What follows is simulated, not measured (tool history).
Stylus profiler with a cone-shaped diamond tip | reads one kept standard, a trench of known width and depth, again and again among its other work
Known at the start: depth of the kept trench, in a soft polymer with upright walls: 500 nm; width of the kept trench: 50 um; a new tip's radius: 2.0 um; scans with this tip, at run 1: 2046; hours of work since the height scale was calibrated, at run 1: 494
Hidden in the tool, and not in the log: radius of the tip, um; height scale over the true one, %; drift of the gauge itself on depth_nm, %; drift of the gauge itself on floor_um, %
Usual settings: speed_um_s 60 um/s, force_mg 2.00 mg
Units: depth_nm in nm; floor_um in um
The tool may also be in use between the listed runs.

run   hour  speed_um_s  force_mg  scans with this tip  hours of work since the height scale was calibrated  depth_nm  floor_um
  1    0.0          60      2.00                 2046                                                  494    502.36     47.07
  2   14.5          60      2.00                 2088                                                  504    502.65     47.04
  3   27.4          60      2.00                 2125                                                  513    502.69     47.01
  4   35.5          60      5.39                 2148                                                  519    505.44     47.13
  5   50.0          60      5.39                 2190                                                  529    505.20     47.06
  6   63.3          60      0.96                 2228                                                  538    501.37     46.90
  7   72.1          60      0.96                 2254                                                  544    501.45     46.96
  8   83.6          60      0.96                 2287                                                  552    501.30     47.01
  9   99.9          60      0.92                 2334                                                  564    501.49     46.95
 10  108.6          60      0.92                 2359                                                  570    501.23     46.95
 11  124.4          60      0.92                 2405                                                  581    501.44     46.96
 12  133.0          60      1.17                 2429                                                  587    501.81     46.91
 13  143.9          60      5.54                 2461                                                  594    505.51     47.03
 14  155.0          60      5.54                 2493                                                  602    505.67     47.04
 15  173.0          60      5.54                 2545                                                  615    505.50     47.06
 16  190.5          60      5.54                 2595                                                  627    505.52     47.00
 17  198.8          60      5.54                 2619                                                  633    505.42     47.08
 18  206.5          60      5.54                 2641                                                  638    505.35     47.01
 19  216.0          49      0.89                 2669                                                  645    501.15     46.99
 20  227.4          49      0.89                 2702                                                  653    501.28     46.98
 21  242.1          24      1.15                 2744                                                  663    501.64     47.03
 22  250.4          16      1.14                 2768                                                  669    501.80     47.10
     252.0  -- height scale calibrated on a step standard
 23  260.4         110      2.89                 2795                                                    6    502.97     46.86
 24  271.2         110      2.89                 2826                                                   13    502.94     46.96
 25  283.8          25      1.99                 2863                                                   22    502.11     47.10
     285.7  -- height scale calibrated on a step standard, once more
 26  301.4          56      2.14                 2912                                                   11    503.34     46.95
 27  319.1          56      2.14                 2963                                                   23    503.17     46.91
 28  330.0          64      4.42                 2994                                                   31    505.19     46.98
 29  342.2          64      2.03                 3029                                                   39    502.88     46.86
 30  352.2          24      1.32                 3058                                                   46    502.28     47.00
 31  364.2          24      1.32                 3093                                                   55    502.44     47.00
 32  372.0          24      1.32                 3116                                                   60    502.28     46.97
 33  383.8         119      2.30                 3149                                                   68    503.42     46.81
 34  398.1          15      0.96                 3191                                                   78    501.81     46.98

Hidden state at the last listed run before each entry between runs and at the first one after, where it differs:
Between runs 22 and 23: height scale calibrated on a step standard (hour 252.0)
  height scale over the true one, %: -0.112 -> -0.145
  measured less the result without the state, depth_nm: -0.57 -> -0.72 nm; floor_um: -0.25 -> -0.25 um
Between runs 25 and 26: height scale calibrated on a step standard, once more (hour 285.7)
  radius of the tip, um: 2.36 -> 2.37; height scale over the true one, %: -0.148 -> 0.009
  measured less the result without the state, depth_nm: -0.74 -> +0.04 nm; floor_um: -0.26 -> -0.27 um
